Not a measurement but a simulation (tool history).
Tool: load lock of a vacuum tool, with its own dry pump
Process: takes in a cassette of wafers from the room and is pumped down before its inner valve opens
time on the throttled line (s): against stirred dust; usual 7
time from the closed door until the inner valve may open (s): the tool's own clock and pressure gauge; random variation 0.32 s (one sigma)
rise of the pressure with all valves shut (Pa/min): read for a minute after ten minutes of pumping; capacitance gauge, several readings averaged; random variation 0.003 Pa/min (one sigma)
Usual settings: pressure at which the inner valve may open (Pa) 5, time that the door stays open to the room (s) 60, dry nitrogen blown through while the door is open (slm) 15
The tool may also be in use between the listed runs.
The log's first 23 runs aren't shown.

run    hour  time on the throttled line (s)  pressure at which the inner valve may open (Pa)  time that the door stays open to the room (s)  dry nitrogen blown through while the door is open (slm)  hours that the pump has run since its overhaul  times that the door has closed on its seal  incoming humidity of the room's air, %  time from the closed door until the inner valve may open (s)  rise of the pressure with all valves shut (Pa/min)
 24  1844.1                               5                                                8                                            111                                                        6                                            5668                                       13458                                    42.6                                                          16.4                                                0.12
 25  1933.9                               9                                                8                                            188                                                       35                                            5758                                       13689                                    43.7                                                          19.1                                               0.108
 26  2019.5                               7                                                5                                            218                                                       15                                            5843                                       13910                                    43.4                                                          18.5                                               0.144
 27  2109.8                               4                                                5                                            218                                                       15                                            5934                                       14142                                    45.5                                                          16.6                                               0.145
 28  2205.2                               4                                                5                                            218                                                       15                                            6029                                       14388                                    44.6                                                          16.2                                               0.145
 29  2264.9                               4                                                5                                            218                                                       15                                            6089                                       14542                                    49.2                                                          16.1                                               0.157
 30  2345.7                               4                                                5                                            218                                                       13                                            6169                                       14750                                    44.1                                                          16.5                                               0.146
 31  2446.9                               4                                                5                                            218                                                       13                                            6271                                       15011                                    44.6                                                          16.3                                               0.153
 32  2499.3                               4                                                5                                            218                                                       13                                            6323                                       15146                                    48.2                                                          16.8                                               0.164
 33  2585.9                               4                                                6                                             99                                                       13                                            6410                                       15369                                    45.3                                                          16.2                                               0.115
 34  2678.2                               7                                                7                                             60                                                       38                                            6502                                       15607                                    44.3                                                          18.3                                               0.084
 35  2761.9                              12                                                6                                            166                                                        5                                            6586                                       15822                                    49.9                                                          22.7                                               0.174
 36  2816.7                               4                                                7                                             53                                                       12                                            6640                                       15964                                    45.2                                                          16.3                                               0.102

3 ways to go on from here, each from the tool as it stands after run 36. What would each give?
  A  2867.2                               7                                                5                                             60                                                       13                                            6691                                       16094                                    40.4                                                             ?                                                   ?
  B  2867.2                               8                                                7                                             80                                                       12                                            6691                                       16094                                    48.4                                                             ?                                                   ?
  C  2867.2                               4                                                7                                             53                                                       12                                            6691                                       16094                                    44.5                                                             ?                                                   ?

run  time from the closed door until the inner valve may open (s)  rise of the pressure with all valves shut (Pa/min)
  A                                                          18.5                                               0.102
  B                                                          19.3                                               0.119
  C                                                          15.6                                               0.097
Without the tool's hidden state the same runs would have given:
run  time from the closed door until the inner valve may open (s)  rise of the pressure with all valves shut (Pa/min)
  A                                                          16.8                                               0.048
  B                                                          17.8                                               0.066
  C                                                          13.9                                               0.044
